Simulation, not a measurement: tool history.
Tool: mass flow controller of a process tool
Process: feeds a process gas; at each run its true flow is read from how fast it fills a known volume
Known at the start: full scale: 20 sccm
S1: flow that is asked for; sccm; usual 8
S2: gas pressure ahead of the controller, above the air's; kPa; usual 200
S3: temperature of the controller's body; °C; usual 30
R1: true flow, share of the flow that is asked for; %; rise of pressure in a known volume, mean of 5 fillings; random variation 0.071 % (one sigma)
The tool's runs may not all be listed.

run	hour	S1	S2	S3	R1
1	0.0	8	200	30	99.00
2	146.7	8	200	30	98.81
3	312.2	13	200	30	99.49
4	419.1	8	160	30	98.44
5	539.7	8	221	30	98.73
6	618.5	8	221	30	98.77
7	796.8	8	221	30	98.75
8	894.4	3	200	30	94.82
9	1020.4	3	236	30	95.01
10	1184.0	4	200	30	96.15
11	1331.5	8	200	30	98.38
12	1451.2	8	200	30	98.53
13	1597.5	8	189	30	98.30
14	1710.3	8	226	30	98.54
15	1854.4	8	145	30	97.88
16	1973.6	8	145	30	97.93
17	2046.8	8	200	30	98.25
18	2183.6	8	200	30	98.18
19	2275.6	8	200	30	98.07
20	2438.6	8	170	30	97.94
21	2574.3	8	170	30	97.81
22	2683.5	8	170	30	97.68
23	2823.8	8	170	30	97.90
24	2946.0	8	200	21	97.38
25	3104.3	3	146	36	92.45
26	3199.8	3	146	36	92.43
27	3317.7	16	266	26	99.57
28	3402.8	3	276	28	92.75
29	3543.3	3	276	28	92.55
30	3627.4	3	276	28	92.46
31	3720.9	3	276	28	92.38
32	3875.2	8	269	34	98.28
33	4037.6	9	265	28	98.28
34	4160.7	9	265	28	98.27
35	4268.3	9	265	28	98.09
36	4424.3	9	265	28	98.21
37	4539.1	9	265	28	98.19
38	4705.1	6	145	32	95.70
39	4786.2	16	200	23	98.92
40	4909.5	9	262	30	98.15
41	5077.0	10	171	30	97.72
42	5212.0	3	217	30	100.93
43	5382.1	3	217	30	100.87
44	5494.5	5	200	26	100.55
45	5670.7	5	200	26	100.54
46	5758.2	5	277	30	101.29
47	5913.6	3	200	30	100.17

Taken out of this log: 1 entry between the listed runs. Where each belongs, and how the hidden state differs across it:
Between runs 41 and 42: controller's zero set anew (hour 5154.9)
  flow at rest that the sensor doesn't see, % of full scale: -1.55 -> -0.017; true flow over the shown one, %: 1.04 -> 1.05
  measured less the result without the state, R1: -2.06 -> +0.94 %

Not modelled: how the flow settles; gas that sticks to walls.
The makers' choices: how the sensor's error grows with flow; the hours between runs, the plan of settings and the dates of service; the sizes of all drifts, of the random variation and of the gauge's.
